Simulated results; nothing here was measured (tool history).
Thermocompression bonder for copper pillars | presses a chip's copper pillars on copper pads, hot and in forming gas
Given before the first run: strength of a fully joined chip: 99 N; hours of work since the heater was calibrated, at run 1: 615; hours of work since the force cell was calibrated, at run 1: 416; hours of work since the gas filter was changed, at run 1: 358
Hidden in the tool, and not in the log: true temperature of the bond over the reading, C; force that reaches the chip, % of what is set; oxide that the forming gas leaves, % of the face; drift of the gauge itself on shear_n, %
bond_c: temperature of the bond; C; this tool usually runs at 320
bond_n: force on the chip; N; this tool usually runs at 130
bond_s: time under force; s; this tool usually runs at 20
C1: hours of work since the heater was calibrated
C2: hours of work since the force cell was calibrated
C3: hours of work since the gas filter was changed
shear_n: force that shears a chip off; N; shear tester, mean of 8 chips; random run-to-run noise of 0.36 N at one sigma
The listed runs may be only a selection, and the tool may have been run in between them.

run 1 hour=0 | bond_c=320 bond_n=130 bond_s=20 | C1=615 C2=416 C3=358 | shear_n=53.5
run 2 hour=10.5 | bond_c=320 bond_n=130 bond_s=20 | C1=623 C2=424 C3=365 | shear_n=53.2
run 3 hour=27.2 | bond_c=320 bond_n=130 bond_s=20 | C1=635 C2=436 C3=377 | shear_n=52.7
run 4 hour=44.8 | bond_c=320 bond_n=130 bond_s=29 | C1=648 C2=449 C3=390 | shear_n=58.8
run 5 hour=60.6 | bond_c=320 bond_n=130 bond_s=29 | C1=660 C2=461 C3=402 | shear_n=59.8
run 6 hour=69.2 | bond_c=320 bond_n=171 bond_s=20 | C1=666 C2=467 C3=408 | shear_n=64.4
run 7 hour=82.1 | bond_c=320 bond_n=171 bond_s=14 | C1=676 C2=476 C3=418 | shear_n=57.8
-- hour=91.5 forming gas filter changed
run 8 hour=93.1 | bond_c=320 bond_n=130 bond_s=20 | C1=683 C2=484 C3=1 | shear_n=53.7
run 9 hour=113 | bond_c=320 bond_n=130 bond_s=20 | C1=698 C2=499 C3=16 | shear_n=53.6
run 10 hour=127.9 | bond_c=320 bond_n=130 bond_s=20 | C1=709 C2=510 C3=27 | shear_n=53.3
run 11 hour=143.5 | bond_c=320 bond_n=130 bond_s=20 | C1=720 C2=521 C3=38 | shear_n=53.4
run 12 hour=153.3 | bond_c=320 bond_n=189 bond_s=20 | C1=727 C2=528 C3=45 | shear_n=69.2
run 13 hour=162.7 | bond_c=320 bond_n=130 bond_s=14 | C1=734 C2=535 C3=52 | shear_n=47.5
run 14 hour=174.9 | bond_c=320 bond_n=130 bond_s=14 | C1=743 C2=544 C3=61 | shear_n=47.7
run 15 hour=184.6 | bond_c=320 bond_n=176 bond_s=14 | C1=750 C2=551 C3=68 | shear_n=59.3
run 16 hour=197.4 | bond_c=310 bond_n=130 bond_s=20 | C1=760 C2=560 C3=78 | shear_n=48.2
run 17 hour=209 | bond_c=310 bond_n=130 bond_s=20 | C1=768 C2=569 C3=86 | shear_n=47.9
run 18 hour=228.6 | bond_c=320 bond_n=156 bond_s=20 | C1=783 C2=583 C3=101 | shear_n=61.4
run 19 hour=245.3 | bond_c=320 bond_n=156 bond_s=20 | C1=795 C2=596 C3=113 | shear_n=60.4
run 20 hour=254 | bond_c=333 bond_n=156 bond_s=20 | C1=801 C2=602 C3=119 | shear_n=68.3
run 21 hour=263.9 | bond_c=333 bond_n=156 bond_s=20 | C1=808 C2=609 C3=126 | shear_n=68.2
run 22 hour=277.3 | bond_c=320 bond_n=150 bond_s=20 | C1=818 C2=619 C3=136 | shear_n=59.3
run 23 hour=291.7 | bond_c=347 bond_n=111 bond_s=27 | C1=829 C2=630 C3=147 | shear_n=66.3
run 24 hour=301.1 | bond_c=328 bond_n=111 bond_s=25 | C1=836 C2=636 C3=154 | shear_n=55.1
run 25 hour=315.3 | bond_c=302 bond_n=188 bond_s=25 | C1=846 C2=647 C3=164 | shear_n=63.5
run 26 hour=324.8 | bond_c=304 bond_n=85 bond_s=42 | C1=853 C2=654 C3=171 | shear_n=41.1
run 27 hour=342 | bond_c=304 bond_n=85 bond_s=42 | C1=866 C2=666 C3=184 | shear_n=41
run 28 hour=352 | bond_c=344 bond_n=130 bond_s=20 | C1=873 C2=674 C3=191 | shear_n=65.7
run 29 hour=365.3 | bond_c=317 bond_n=89 bond_s=45 | C1=883 C2=683 C3=201 | shear_n=50
run 30 hour=378.6 | bond_c=317 bond_n=132 bond_s=26 | C1=893 C2=693 C3=210 | shear_n=57.1
run 31 hour=388.5 | bond_c=317 bond_n=132 bond_s=26 | C1=900 C2=701 C3=218 | shear_n=56.2
run 32 hour=405.9 | bond_c=346 bond_n=130 bond_s=20 | C1=912 C2=713 C3=230 | shear_n=66.9
run 33 hour=421.4 | bond_c=346 bond_n=130 bond_s=20 | C1=924 C2=725 C3=242 | shear_n=67.1
run 34 hour=436.2 | bond_c=314 bond_n=130 bond_s=13 | C1=935 C2=735 C3=253 | shear_n=43.1
run 35 hour=447.2 | bond_c=314 bond_n=130 bond_s=12 | C1=943 C2=743 C3=261 | shear_n=41.7
run 36 hour=459.5 | bond_c=292 bond_n=87 bond_s=57 | C1=952 C2=753 C3=270 | shear_n=40.7

Run 37 comes next. What will it give?
run 37 hour=477.6 | bond_c=345 bond_n=120 bond_s=57 | C1=965 C2=766 C3=283 | shear_n=?

{"run 37": {"shear_n": 80.3}}
If the tool had no hidden condition, the same run with the same run-to-run variation would have returned shear_n 80.5 N.
